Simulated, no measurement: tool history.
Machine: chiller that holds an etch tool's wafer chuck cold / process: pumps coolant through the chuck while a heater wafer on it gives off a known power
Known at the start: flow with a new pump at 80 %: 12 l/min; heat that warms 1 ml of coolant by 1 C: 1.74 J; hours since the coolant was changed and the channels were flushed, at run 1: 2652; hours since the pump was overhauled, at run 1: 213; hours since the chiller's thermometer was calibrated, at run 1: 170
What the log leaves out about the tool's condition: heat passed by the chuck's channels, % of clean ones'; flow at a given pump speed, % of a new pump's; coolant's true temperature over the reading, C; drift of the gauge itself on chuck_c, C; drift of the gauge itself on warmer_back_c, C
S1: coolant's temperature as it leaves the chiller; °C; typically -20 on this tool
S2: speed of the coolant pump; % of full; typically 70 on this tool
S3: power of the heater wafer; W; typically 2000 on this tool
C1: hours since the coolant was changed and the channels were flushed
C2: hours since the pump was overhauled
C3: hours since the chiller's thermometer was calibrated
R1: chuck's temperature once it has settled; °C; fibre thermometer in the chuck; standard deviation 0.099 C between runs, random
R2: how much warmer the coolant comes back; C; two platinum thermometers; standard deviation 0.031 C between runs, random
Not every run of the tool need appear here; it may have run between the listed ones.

run	hour	S1	S2	S3	C1	C2	C3	R1	R2
1	0	-20	70	2000	2652	213	170	-1.83	6.59
2	30.3	-20	87	2000	2682	243	200	-4.13	5.32
3	78.4	-20	87	2000	2730	291	249	-4.16	5.36
4	127.3	-20	70	2000	2779	340	298	-1.83	6.52
5	155.7	-20	70	2000	2807	369	326	-1.86	6.57
6	187.7	-20	70	2000	2839	401	358	-1.64	6.6
7	215	-20	70	2000	2867	428	385	-1.87	6.58
# hour 222.1: coolant pump overhauled
8	240.7	-14	68	2688	2887	19	406	10.98	9.16
9	272.2	-14	79	1977	2919	50	437	2.77	5.83
10	320.4	-14	79	2006	2967	98	486	3.15	5.91

Branching from run 10: 4 alternative next runs. What would each branch give?
A	367.8	-10	91	2079	3014	146	533	?	?
B	367.8	-28	81	1061	3014	146	533	?	?
C	367.8	-26	80	2704	3014	146	533	?	?
D	367.8	-14	96	2006	3014	146	533	?	?

run	R1	R2
A	6.31	5.38
B	-18.94	3.1
C	-3.09	7.94
D	1.19	4.95
Without the tool's hidden state the same runs would have given:
run	R1	R2
A	5.17	5.29
B	-19.6	3.05
C	-4.65	7.8
D	0.11	4.86

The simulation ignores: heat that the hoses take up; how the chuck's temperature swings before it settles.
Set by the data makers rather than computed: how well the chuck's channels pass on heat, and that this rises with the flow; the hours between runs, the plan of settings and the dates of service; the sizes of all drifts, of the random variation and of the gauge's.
